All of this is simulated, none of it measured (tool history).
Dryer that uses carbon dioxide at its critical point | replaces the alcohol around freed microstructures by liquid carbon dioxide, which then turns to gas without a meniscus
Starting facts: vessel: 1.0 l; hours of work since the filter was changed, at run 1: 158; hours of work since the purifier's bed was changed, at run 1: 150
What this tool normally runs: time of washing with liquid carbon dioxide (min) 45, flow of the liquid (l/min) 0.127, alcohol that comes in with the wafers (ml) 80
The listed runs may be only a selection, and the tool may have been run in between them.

run   hour  time of washing with liquid carbon dioxide (min)  flow of the liquid (l/min)  alcohol that comes in with the wafers (ml)  hours of work since the filter was changed  hours of work since the purifier's bed was changed  alcohol left in the vessel before it's heated (ppm by volume)
  1    0.0                                                45                       0.127                                          80                                         158                                                 150                                                            494
  2   13.8                                                45                       0.127                                          80                                         162                                                 155                                                            504
  3   26.6                                                45                       0.085                                          80                                         166                                                 158                                                           2458
  4   37.9                                                45                       0.146                                          80                                         169                                                 162                                                            260
  5   51.6                                                45                       0.146                                          38                                         173                                                 166                                                            134
  6   68.7                                                45                       0.146                                          38                                         179                                                 171                                                            141
  7   79.4                                                45                       0.146                                          38                                         182                                                 174                                                            135
  8   91.4                                                45                       0.146                                          38                                         185                                                 178                                                            128
  9  107.9                                                45                       0.146                                          38                                         190                                                 183                                                            141
 10  122.8                                                45                       0.146                                          38                                         195                                                 188                                                            143
 11  133.4                                                45                       0.146                                          38                                         198                                                 191                                                            133
 12  142.5                                                45                       0.127                                          80                                         201                                                 194                                                            523
 13  150.1                                                45                       0.137                                          80                                         203                                                 196                                                            382
 14  164.6                                                45                       0.137                                          80                                         208                                                 200                                                            366
 15  177.3                                                45                       0.137                                          80                                         211                                                 204                                                            370
 16  192.3                                                27                       0.129                                          80                                         216                                                 209                                                           3781

What does the tool deliver on the next run?
 17  200.8                                                27                       0.129                                          80                                         218                                                 211                                                              ?

Run 17 produced alcohol left in the vessel before it's heated (ppm by volume) 3714.
On a tool with no hidden condition, and with the same random variation, this run would have come out at alcohol left in the vessel before it's heated (ppm by volume) 3128.
